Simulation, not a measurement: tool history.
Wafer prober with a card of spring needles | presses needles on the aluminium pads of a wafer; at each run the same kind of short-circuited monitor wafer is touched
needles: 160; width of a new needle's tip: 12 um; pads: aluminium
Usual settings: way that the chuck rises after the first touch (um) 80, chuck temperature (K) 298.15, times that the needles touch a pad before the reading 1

run,hour,way that the chuck rises after the first touch (um),chuck temperature (K),times that the needles touch a pad before the reading,resistance of one needle with its contact and lead (mohm),way that a needle slides on the pad (um)
1,0.0,80,298.15,1,262,18.45
2,19.2,80,298.15,1,266,18.19
3,64.4,92,298.15,1,253,21.57
4,94.6,92,298.15,1,270,21.51
5,111.5,80,298.15,1,264,18.70
6,131.7,80,305.15,1,253,18.58
7,152.4,75,298.15,1,263,17.55
8,173.0,75,298.15,1,271,17.47
9,192.1,75,298.15,1,269,17.37
10,218.5,80,298.15,1,257,18.50
11,237.4,80,298.15,1,258,18.50
12,256.4,80,298.15,1,257,18.44
13,285.9,87,298.15,1,259,19.97
14,304.1,60,300.15,1,260,14.05
15,337.0,60,300.15,1,282,13.99
16,363.4,64,302.15,1,261,14.78
17,384.6,80,299.15,3,261,18.62
18,402.2,80,299.15,3,259,18.57
19,431.2,63,304.15,1,263,14.51
20,450.4,68,298.15,1,261,15.62
21,475.2,60,314.15,1,272,14.02
22,494.3,60,314.15,1,262,13.98
23,512.8,60,314.15,1,283,13.96
24,528.8,69,341.15,1,269,16.00
25,555.4,87,314.15,1,275,20.15

Taken out of this log: 118 entries between the listed runs. Where each belongs, and how the hidden state differs across it:
Between runs 1 and 2: height of the first contact set anew (hour 2.3); tips cleaned on abrasive film (hour 3.5); tips cleaned on abrasive film (hour 7.6); tips cleaned on abrasive film (hour 12.8); tips cleaned on abrasive film (hour 18.0)
  debris on the tips, nm: 21.6 -> 15.3; way that the needles fall short of the set height, um: 1.38 -> 2.31; tips' diameter, um: 16.3 -> 16.37
  measured less the result without the state, resistance of one needle with its contact and lead (mohm): +10 -> +8; way that a needle slides on the pad (um): -0.32 -> -0.54
Between runs 2 and 3: tips cleaned on abrasive film (hour 22.3); tips cleaned on abrasive film (hour 27.5); tips cleaned on abrasive film (hour 32.7); tips cleaned on abrasive film (hour 37.9); tips cleaned on abrasive film (hour 43.1); tips cleaned on abrasive film (hour 47.2); card fitted with new needles (hour 59.2); tips cleaned on abrasive film (hour 64.4)
  debris on the tips, nm: 15.3 -> 3.7; way that the needles fall short of the set height, um: 2.31 -> 0.03; tips' diameter, um: 16.37 -> 12.01
  measured less the result without the state, resistance of one needle with its contact and lead (mohm): +8 -> +1; way that a needle slides on the pad (um): -0.54 -> +0.00
Between runs 3 and 4: tips cleaned on abrasive film (hour 68.6); tips cleaned on abrasive film (hour 73.8); tips cleaned on abrasive film (hour 77.9); tips cleaned on abrasive film (hour 82.1); tips cleaned on abrasive film (hour 87.3); tips cleaned on abrasive film (hour 91.5)
  debris on the tips, nm: 3.7 -> 38.8; way that the needles fall short of the set height, um: 0.03 -> 0.27; tips' diameter, um: 12.01 -> 12.1
  measured less the result without the state, resistance of one needle with its contact and lead (mohm): +1 -> +13; way that a needle slides on the pad (um): +0.00 -> -0.06
Between runs 4 and 5: tips cleaned on abrasive film (hour 95.7); tips cleaned on abrasive film (hour 99.9); tips cleaned on abrasive film (hour 105.1); tips cleaned on abrasive film (hour 109.3)
  debris on the tips, nm: 38.8 -> 32.6; way that the needles fall short of the set height, um: 0.27 -> 0.42; tips' diameter, um: 12.1 -> 12.15
  measured less the result without the state, resistance of one needle with its contact and lead (mohm): +13 -> +11; way that a needle slides on the pad (um): -0.06 -> -0.09
Between runs 5 and 6: tips cleaned on abrasive film (hour 113.6); tips cleaned on abrasive film (hour 117.8); tips cleaned on abrasive film (hour 123.0); tips cleaned on abrasive film (hour 127.2); tips cleaned on abrasive film (hour 131.7)
  debris on the tips, nm: 32.6 -> 2.6; way that the needles fall short of the set height, um: 0.42 -> 0.61; tips' diameter, um: 12.15 -> 12.21
  measured less the result without the state, resistance of one needle with its contact and lead (mohm): +11 -> +0; way that a needle slides on the pad (um): -0.09 -> -0.14
Between runs 6 and 7: height of the first contact set anew, once more (hour 134.0); tips cleaned on abrasive film (hour 136.2); tips cleaned on abrasive film (hour 140.3); tips cleaned on abrasive film (hour 145.5); tips cleaned on abrasive film (hour 150.7)
  debris on the tips, nm: 2.6 -> 24.8; way that the needles fall short of the set height, um: 0.61 -> 0.18; tips' diameter, um: 12.21 -> 12.28
  measured less the result without the state, resistance of one needle with its contact and lead (mohm): +0 -> +9; way that a needle slides on the pad (um): -0.14 -> -0.04
Between runs 7 and 8: tips cleaned on abrasive film (hour 155.6); tips cleaned on abrasive film (hour 159.7); tips cleaned on abrasive film (hour 164.9); tips cleaned on abrasive film (hour 169.1)
  debris on the tips, nm: 24.8 -> 46.1; way that the needles fall short of the set height, um: 0.18 -> 0.34; tips' diameter, um: 12.28 -> 12.33
  measured less the result without the state, resistance of one needle with its contact and lead (mohm): +9 -> +17; way that a needle slides on the pad (um): -0.04 -> -0.08
Between runs 8 and 9: tips cleaned on abrasive film (hour 174.1); tips cleaned on abrasive film (hour 178.3); tips cleaned on abrasive film (hour 183.5); tips cleaned on abrasive film (hour 188.6)
  debris on the tips, nm: 46.1 -> 40.6; way that the needles fall short of the set height, um: 0.34 -> 0.51; tips' diameter, um: 12.33 -> 12.39
  measured less the result without the state, resistance of one needle with its contact and lead (mohm): +17 -> +15; way that a needle slides on the pad (um): -0.08 -> -0.12
Between runs 9 and 10: tips cleaned on abrasive film (hour 193.3); tips cleaned on abrasive film (hour 198.4); tips cleaned on abrasive film (hour 202.6); tips cleaned on abrasive film (hour 207.8); tips cleaned on abrasive film (hour 213.0); tips cleaned on abrasive film (hour 218.2)
  debris on the tips, nm: 40.6 -> 9.8; way that the needles fall short of the set height, um: 0.51 -> 0.76; tips' diameter, um: 12.39 -> 12.48
  measured less the result without the state, resistance of one needle with its contact and lead (mohm): +15 -> +3; way that a needle slides on the pad (um): -0.12 -> -0.18
Between runs 10 and 11: tips cleaned on abrasive film (hour 222.7); tips cleaned on abrasive film (hour 226.9); tips cleaned on abrasive film (hour 232.0); tips cleaned on abrasive film (hour 237.2)
  debris on the tips, nm: 9.8 -> 6.9; way that the needles fall short of the set height, um: 0.76 -> 0.95; tips' diameter, um: 12.48 -> 12.55
  measured less the result without the state, resistance of one needle with its contact and lead (mohm): +3 -> +3; way that a needle slides on the pad (um): -0.18 -> -0.22
Between runs 11 and 12: tips cleaned on abrasive film (hour 241.6); tips cleaned on abrasive film (hour 245.7); tips cleaned on abrasive film (hour 250.9); tips cleaned on abrasive film (hour 256.1)
  debris on the tips, nm: 6.9 -> 8.8; way that the needles fall short of the set height, um: 0.95 -> 1.13; tips' diameter, um: 12.55 -> 12.61
  measured less the result without the state, resistance of one needle with its contact and lead (mohm): +3 -> +3; way that a needle slides on the pad (um): -0.22 -> -0.27
Between runs 12 and 13: tips cleaned on abrasive film (hour 260.6); tips cleaned on abrasive film (hour 265.8); tips cleaned on abrasive film (hour 271.0); tips cleaned on abrasive film (hour 276.1); tips cleaned on abrasive film (hour 281.3); tips cleaned on abrasive film (hour 285.9)
  debris on the tips, nm: 8.8 -> 2.8; way that the needles fall short of the set height, um: 1.13 -> 1.39; tips' diameter, um: 12.61 -> 12.7
  measured less the result without the state, resistance of one needle with its contact and lead (mohm): +3 -> +1; way that a needle slides on the pad (um): -0.27 -> -0.33
Between runs 13 and 14: tips cleaned on abrasive film (hour 290.1); tips cleaned on abrasive film (hour 294.3); height of the first contact set anew (hour 295.6); tips cleaned on abrasive film (hour 299.7); tips cleaned on abrasive film (hour 303.9)
  debris on the tips, nm: 2.8 -> 7.2; way that the needles fall short of the set height, um: 1.39 -> 0.08; tips' diameter, um: 12.7 -> 12.76
  measured less the result without the state, resistance of one needle with its contact and lead (mohm): +1 -> +3; way that a needle slides on the pad (um): -0.33 -> -0.02
Between runs 14 and 15: tips cleaned on abrasive film (hour 308.3); tips cleaned on abrasive film (hour 312.5); tips cleaned on abrasive film (hour 317.7); tips cleaned on abrasive film (hour 322.8); tips cleaned on abrasive film (hour 328.0); tips cleaned on abrasive film (hour 333.2)
  debris on the tips, nm: 7.2 -> 46.7; way that the needles fall short of the set height, um: 0.08 -> 0.35; tips' diameter, um: 12.76 -> 12.85
  measured less the result without the state, resistance of one needle with its contact and lead (mohm): +3 -> +23; way that a needle slides on the pad (um): -0.02 -> -0.08
Between runs 15 and 16: tips cleaned on abrasive film (hour 338.2); tips cleaned on abrasive film (hour 342.3); tips cleaned on abrasive film (hour 347.5); tips cleaned on abrasive film (hour 352.7); tips cleaned on abrasive film (hour 357.9); tips cleaned on abrasive film (hour 363.1)
  debris on the tips, nm: 46.7 -> 7.3; way that the needles fall short of the set height, um: 0.35 -> 0.6; tips' diameter, um: 12.85 -> 12.94
  measured less the result without the state, resistance of one needle with its contact and lead (mohm): +23 -> +4; way that a needle slides on the pad (um): -0.08 -> -0.14
Between runs 16 and 17: tips cleaned on abrasive film (hour 367.6); tips cleaned on abrasive film (hour 371.8); tips cleaned on abrasive film (hour 375.9); tips cleaned on abrasive film (hour 381.1)
  debris on the tips, nm: 7.3 -> 42.5; way that the needles fall short of the set height, um: 0.6 -> 0.75; tips' diameter, um: 12.94 -> 12.99
  measured less the result without the state, resistance of one needle with its contact and lead (mohm): +4 -> +5; way that a needle slides on the pad (um): -0.14 -> -0.17
Between runs 17 and 18: tips cleaned on abrasive film (hour 385.7); tips cleaned on abrasive film (hour 390.9); tips cleaned on abrasive film (hour 396.1); tips cleaned on abrasive film (hour 401.3)
  debris on the tips, nm: 42.5 -> 18.2; way that the needles fall short of the set height, um: 0.75 -> 0.91; tips' diameter, um: 12.99 -> 13.05
  measured less the result without the state, resistance of one needle with its contact and lead (mohm): +5 -> +3; way that a needle slides on the pad (um): -0.17 -> -0.22
Between runs 18 and 19: tips cleaned on abrasive film (hour 406.4); tips cleaned on abrasive film (hour 411.6); tips cleaned on abrasive film (hour 416.8); tips cleaned on abrasive film (hour 422.0); tips cleaned on abrasive film (hour 426.1); tips cleaned on abrasive film (hour 431.2)
  debris on the tips, nm: 18.2 -> 5.3; way that the needles fall short of the set height, um: 0.91 -> 1.15; tips' diameter, um: 13.05 -> 13.13
  measured less the result without the state, resistance of one needle with its contact and lead (mohm): +3 -> +3; way that a needle slides on the pad (um): -0.22 -> -0.27
Between runs 19 and 20: tips cleaned on abrasive film (hour 435.4); tips cleaned on abrasive film (hour 439.5); tips cleaned on abrasive film (hour 444.7); tips cleaned on abrasive film (hour 449.9)
  debris on the tips, nm: 5.3 -> 7.6; way that the needles fall short of the set height, um: 1.15 -> 1.31; tips' diameter, um: 13.13 -> 13.18
  measured less the result without the state, resistance of one needle with its contact and lead (mohm): +3 -> +4; way that a needle slides on the pad (um): -0.27 -> -0.30
Between runs 20 and 21: tips cleaned on abrasive film (hour 454.5); height of the first contact set anew (hour 456.9); tips cleaned on abrasive film (hour 460.0); tips cleaned on abrasive film (hour 464.2); tips cleaned on abrasive film (hour 469.4); tips cleaned on abrasive film (hour 473.6)
  debris on the tips, nm: 7.6 -> 24.6; way that the needles fall short of the set height, um: 1.31 -> 0.17; tips' diameter, um: 13.18 -> 13.26
  measured less the result without the state, resistance of one needle with its contact and lead (mohm): +4 -> +13; way that a needle slides on the pad (um): -0.30 -> -0.04
Between runs 21 and 22: tips cleaned on abrasive film (hour 478.4); tips cleaned on abrasive film (hour 483.6); tips cleaned on abrasive film (hour 488.8); tips cleaned on abrasive film (hour 494.0)
  debris on the tips, nm: 24.6 -> 8; way that the needles fall short of the set height, um: 0.17 -> 0.34; tips' diameter, um: 13.26 -> 13.32
  measured less the result without the state, resistance of one needle with its contact and lead (mohm): +13 -> +4; way that a needle slides on the pad (um): -0.04 -> -0.08
Between runs 22 and 23: tips cleaned on abrasive film (hour 498.5); tips cleaned on abrasive film (hour 503.7); tips cleaned on abrasive film (hour 508.9)
  debris on the tips, nm: 8 -> 44.4; way that the needles fall short of the set height, um: 0.34 -> 0.45; tips' diameter, um: 13.32 -> 13.36
  measured less the result without the state, resistance of one needle with its contact and lead (mohm): +4 -> +23; way that a needle slides on the pad (um): -0.08 -> -0.11
Between runs 23 and 24: tips cleaned on abrasive film (hour 513.9); tips cleaned on abrasive film (hour 519.1); tips cleaned on abrasive film (hour 524.3); tips cleaned on abrasive film (hour 528.4)
  debris on the tips, nm: 44.4 -> 8.6; way that the needles fall short of the set height, um: 0.45 -> 0.6; tips' diameter, um: 13.36 -> 13.41
  measured less the result without the state, resistance of one needle with its contact and lead (mohm): +23 -> +3; way that a needle slides on the pad (um): -0.11 -> -0.14
Between runs 24 and 25: tips cleaned on abrasive film (hour 533.0); tips cleaned on abrasive film (hour 538.2); tips cleaned on abrasive film (hour 542.4); tips cleaned on abrasive film (hour 547.6); tips cleaned on abrasive film (hour 551.7)
  debris on the tips, nm: 8.6 -> 42; way that the needles fall short of the set height, um: 0.6 -> 0.78; tips' diameter, um: 13.41 -> 13.47
  measured less the result without the state, resistance of one needle with its contact and lead (mohm): +3 -> +13; way that a needle slides on the pad (um): -0.14 -> -0.18

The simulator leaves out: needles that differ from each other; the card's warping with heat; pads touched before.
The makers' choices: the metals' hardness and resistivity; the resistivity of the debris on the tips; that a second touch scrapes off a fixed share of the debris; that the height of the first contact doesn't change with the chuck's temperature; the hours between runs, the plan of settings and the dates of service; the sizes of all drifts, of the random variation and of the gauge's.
